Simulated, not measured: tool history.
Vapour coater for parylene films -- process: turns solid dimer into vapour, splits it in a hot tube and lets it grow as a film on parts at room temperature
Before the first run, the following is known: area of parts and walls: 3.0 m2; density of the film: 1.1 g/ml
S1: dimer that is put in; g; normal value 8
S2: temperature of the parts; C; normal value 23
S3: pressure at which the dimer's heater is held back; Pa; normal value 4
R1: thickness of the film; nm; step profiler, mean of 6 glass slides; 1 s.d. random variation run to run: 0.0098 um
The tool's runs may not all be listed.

Run 1, day 0: usual settings. Result: R1 1175 nm.
Run 2, day 1.633: usual settings but S2 15 C. Result: R1 1706 nm.
Run 3, day 4.088: usual settings but S2 19 C. Result: R1 1402 nm.
At day 6.079: trap's valve overhauled.
Run 4, day 6.542: usual settings but S2 19 C. Result: R1 1501 nm.
Run 5, day 8.662: usual settings but S2 19 C. Result: R1 1479 nm.
Run 6, day 10.267: usual settings but S2 19 C. Result: R1 1461 nm.
Run 7, day 12.721: usual settings but S2 19 C. Result: R1 1471 nm.
At day 12.979: table's thermometer calibrated.
Run 8, day 14.229: usual settings but S2 20 C. Result: R1 1442 nm.
Run 9, day 16.538: usual settings but S1 12 g, S2 20 C. Result: R1 2123 nm.
Run 10, day 18.571: usual settings but S1 12 g, S2 20 C, S3 11.16 Pa. Result: R1 1682 nm.
Run 11, day 19.842: usual settings. Result: R1 1258 nm.

The next listed run, before its measurement:
At day 21.696: table's thermometer calibrated, once more.
Run 12, day 22.212: usual settings. Result: R1 ?.

Logged for run 12: R1 1149 nm.
Were there no unlogged condition in the tool, this run, its random variation unchanged, would have produced R1 1187 nm.
